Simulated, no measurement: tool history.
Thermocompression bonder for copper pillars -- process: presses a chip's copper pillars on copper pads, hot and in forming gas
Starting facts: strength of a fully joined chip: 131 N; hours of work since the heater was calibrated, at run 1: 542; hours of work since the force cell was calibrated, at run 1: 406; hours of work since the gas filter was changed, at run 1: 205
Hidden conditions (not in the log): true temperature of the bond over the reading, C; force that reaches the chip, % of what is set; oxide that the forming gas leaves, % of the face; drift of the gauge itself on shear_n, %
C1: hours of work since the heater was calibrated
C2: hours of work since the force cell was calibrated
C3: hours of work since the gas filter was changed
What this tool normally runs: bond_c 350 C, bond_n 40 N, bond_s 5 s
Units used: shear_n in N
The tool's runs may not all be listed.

Run 1, hour 0: usual settings; C1 542; C2 406; C3 205. Result: shear_n 85.5 N.
Run 2, hour 18: usual settings; C1 554; C2 418; C3 217. Result: shear_n 84.2 N.
Run 3, hour 36.2: usual settings; C1 565; C2 430; C3 229. Result: shear_n 84.4 N.
Run 4, hour 60.3: usual settings; C1 581; C2 446; C3 245. Result: shear_n 83.5 N.
Run 5, hour 82.8: usual settings; C1 596; C2 461; C3 260. Result: shear_n 83.5 N.
Run 6, hour 101.1: usual settings but bond_c 360 C; C1 608; C2 473; C3 272. Result: shear_n 89.8 N.
Run 7, hour 117.5: usual settings but bond_c 360 C; C1 619; C2 484; C3 282. Result: shear_n 89.1 N.
Run 8, hour 141.6: usual settings but bond_c 360 C; C1 635; C2 499; C3 298. Result: shear_n 90.3 N.
Run 9, hour 160.3: usual settings but bond_c 375 C; C1 647; C2 512; C3 311. Result: shear_n 96.6 N.
At hour 175.3: forming gas filter changed.
Run 10, hour 178.4: usual settings but bond_c 375 C; C1 659; C2 523; C3 2. Result: shear_n 103.1 N.
Run 11, hour 202.8: usual settings but bond_c 375 C; C1 675; C2 539; C3 18. Result: shear_n 103.9 N.
Run 12, hour 215.3: usual settings; C1 683; C2 548; C3 26. Result: shear_n 87.6 N.
Run 13, hour 235.4: usual settings but bond_c 348 C; C1 696; C2 561; C3 40. Result: shear_n 86.9 N.
Run 14, hour 260.2: usual settings but bond_c 348 C; C1 713; C2 577; C3 56. Result: shear_n 85.6 N.
Run 15, hour 279.2: usual settings but bond_c 348 C; C1 725; C2 590; C3 68. Result: shear_n 85.2 N.
Run 16, hour 298.6: usual settings but bond_c 348 C; C1 738; C2 602; C3 81. Result: shear_n 86.1 N.
Run 17, hour 321.6: usual settings but bond_c 348 C; C1 753; C2 618; C3 96. Result: shear_n 85 N.
Run 18, hour 337.4: usual settings but bond_c 348 C; C1 763; C2 628; C3 107. Result: shear_n 84.7 N.
Run 19, hour 352.2: usual settings but bond_c 348 C; C1 773; C2 638; C3 116. Result: shear_n 85.1 N.
Run 20, hour 375.7: usual settings but bond_c 348 C; C1 789; C2 653; C3 132. Result: shear_n 84.6 N.
Run 21, hour 386.6: usual settings but bond_c 348 C, bond_n 33 N, bond_s 3 s; C1 796; C2 660; C3 139. Result: shear_n 63.9 N.
Run 22, hour 412.2: usual settings but bond_c 357 C; C1 813; C2 677; C3 156. Result: shear_n 90.1 N.
Run 23, hour 424.9: usual settings but bond_c 357 C; C1 821; C2 686; C3 164. Result: shear_n 91 N.
Run 24, hour 439: usual settings but bond_c 326 C, bond_n 33 N, bond_s 12 s; C1 830; C2 695; C3 174. Result: shear_n 79.9 N.
At hour 451.2: force cell calibrated.
Run 25, hour 455: usual settings but bond_c 326 C, bond_n 33 N, bond_s 12 s; C1 840; C2 2; C3 183. Result: shear_n 84 N.
Run 26, hour 470.2: usual settings but bond_c 326 C, bond_n 33 N, bond_s 12 s; C1 850; C2 13; C3 193. Result: shear_n 84.8 N.
Run 27, hour 496: usual settings but bond_c 352 C, bond_s 9 s; C1 867; C2 29; C3 210. Result: shear_n 101.3 N.
Run 28, hour 512.2: usual settings but bond_c 352 C, bond_s 7 s; C1 878; C2 40; C3 221. Result: shear_n 96.1 N.
Run 29, hour 531.2: usual settings but bond_c 352 C, bond_s 7 s; C1 890; C2 53; C3 233. Result: shear_n 96.9 N.
Run 30, hour 546.5: usual settings but bond_n 46 N, bond_s 8 s; C1 900; C2 63; C3 243. Result: shear_n 104.2 N.
Run 31, hour 571.1: usual settings but bond_n 46 N, bond_s 8 s; C1 916; C2 79; C3 260. Result: shear_n 103 N.
Run 32, hour 589.9: usual settings but bond_n 27 N, bond_s 11 s; C1 929; C2 91; C3 272. Result: shear_n 86.2 N.
Run 33, hour 610.3: usual settings but bond_c 363 C, bond_s 6 s; C1 942; C2 105; C3 285. Result: shear_n 97.8 N.
Run 34, hour 636.1: usual settings but bond_c 363 C, bond_s 6 s; C1 959; C2 122; C3 302. Result: shear_n 98.3 N.
Run 35, hour 656.4: usual settings but bond_c 330 C, bond_s 7 s; C1 973; C2 135; C3 316. Result: shear_n 82.7 N.
At hour 662.3: forming gas filter changed.
Run 36, hour 679.8: usual settings but bond_c 367 C, bond_s 7 s; C1 988; C2 150; C3 12. Result: shear_n 110.2 N.
Run 37, hour 698.9: usual settings but bond_n 47 N, bond_s 11 s; C1 1000; C2 163; C3 24. Result: shear_n 113.7 N.
Run 38, hour 714.1: usual settings but bond_c 353 C, bond_n 32 N; C1 1010; C2 173; C3 34. Result: shear_n 81.9 N.
Run 39, hour 735.7: usual settings but bond_c 338 C, bond_n 41 N, bond_s 12 s; C1 1024; C2 187; C3 48. Result: shear_n 103.7 N.
Run 40, hour 760.5: usual settings but bond_c 349 C, bond_n 55 N, bond_s 12 s; C1 1041; C2 203; C3 65. Result: shear_n 119.7 N.

Describe how what the log doesn't record of the tool's condition differs between the last listed run preceding each entry between runs and the first listed run following it.
Run 9 -> run 10: forming gas filter changed (hour 175.3)
  true temperature of the bond over the reading, C: 4.4 -> 4.5; force that reaches the chip, % of what is set: 93 -> 92.9; oxide that the forming gas leaves, % of the face: 6.97 -> 0.59
  measured less the result without the state, shear_n: -7.6 -> -1 N
Run 24 -> run 25: force cell calibrated (hour 451.2)
  true temperature of the bond over the reading, C: 5.8 -> 5.9; force that reaches the chip, % of what is set: 90.8 -> 99.1; oxide that the forming gas leaves, % of the face: 4.01 -> 4.2
  measured less the result without the state, shear_n: -3.8 -> +0.4 N
Run 35 -> run 36: forming gas filter changed (hour 662.3)
  true temperature of the bond over the reading, C: 6.9 -> 7; force that reaches the chip, % of what is set: 97.5 -> 97.3; oxide that the forming gas leaves, % of the face: 6.89 -> 0.72
  measured less the result without the state, shear_n: -2.1 -> +2.2 N
